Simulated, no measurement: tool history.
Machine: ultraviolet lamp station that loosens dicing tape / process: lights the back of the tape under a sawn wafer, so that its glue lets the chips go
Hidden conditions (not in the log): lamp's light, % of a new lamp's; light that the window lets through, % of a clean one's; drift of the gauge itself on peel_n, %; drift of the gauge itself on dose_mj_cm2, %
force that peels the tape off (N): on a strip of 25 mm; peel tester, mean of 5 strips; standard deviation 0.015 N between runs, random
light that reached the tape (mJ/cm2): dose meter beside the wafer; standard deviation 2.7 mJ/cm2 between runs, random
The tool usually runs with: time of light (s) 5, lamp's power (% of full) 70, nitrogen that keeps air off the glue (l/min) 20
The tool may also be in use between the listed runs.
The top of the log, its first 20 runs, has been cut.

run    hour  time of light (s)  lamp's power (% of full)  nitrogen that keeps air off the glue (l/min)  hours of work of the lamp  hours of work since the window was cleaned  force that peels the tape off (N)  light that reached the tape (mJ/cm2)
 21   905.8                  5                        81                                            20                       1375                                         173                              1.632                                   234
 22   932.2                  3                       100                                            30                       1390                                         188                              2.018                                   169
 23   978.7                  4                        97                                            30                       1416                                         214                              1.435                                   218
      983.1  -- lamp changed
 24  1017.2                  4                        97                                            30                         19                                         234                              0.514                                   364
     1042.0  -- window cleaned of glue's vapour
 25  1054.4                  5                        87                                            11                         39                                           7                              0.818                                   440
 26  1086.9                  5                        87                                            11                         58                                          25                              0.838                                   431
 27  1111.9                  5                        93                                            11                         71                                          39                              0.722                                   465
 28  1157.4                  5                        64                                             8                         97                                          64                              2.043                                   310
 29  1190.2                  7                        70                                            20                        115                                          82                              0.412                                   473
 30  1230.2                  7                        70                                            16                        137                                         105                              0.508                                   472
 31  1270.4                  7                        70                                            16                        160                                         127                              0.541                                   457
 32  1315.6                  5                        75                                            18                        185                                         152                              0.851                                   342

Run 33, settings as shown, results not yet in. Your forecast:
 33  1368.1                  5                        75                                            18                        214                                         181                                  ?                                     ?

{"run 33": {"force that peels the tape off (N)": 0.901, "light that reached the tape (mJ/cm2)": 337}}
Were there no unlogged condition in the tool, this run, its random variation unchanged, would have produced force that peels the tape off (N) 0.683, light that reached the tape (mJ/cm2) 386.

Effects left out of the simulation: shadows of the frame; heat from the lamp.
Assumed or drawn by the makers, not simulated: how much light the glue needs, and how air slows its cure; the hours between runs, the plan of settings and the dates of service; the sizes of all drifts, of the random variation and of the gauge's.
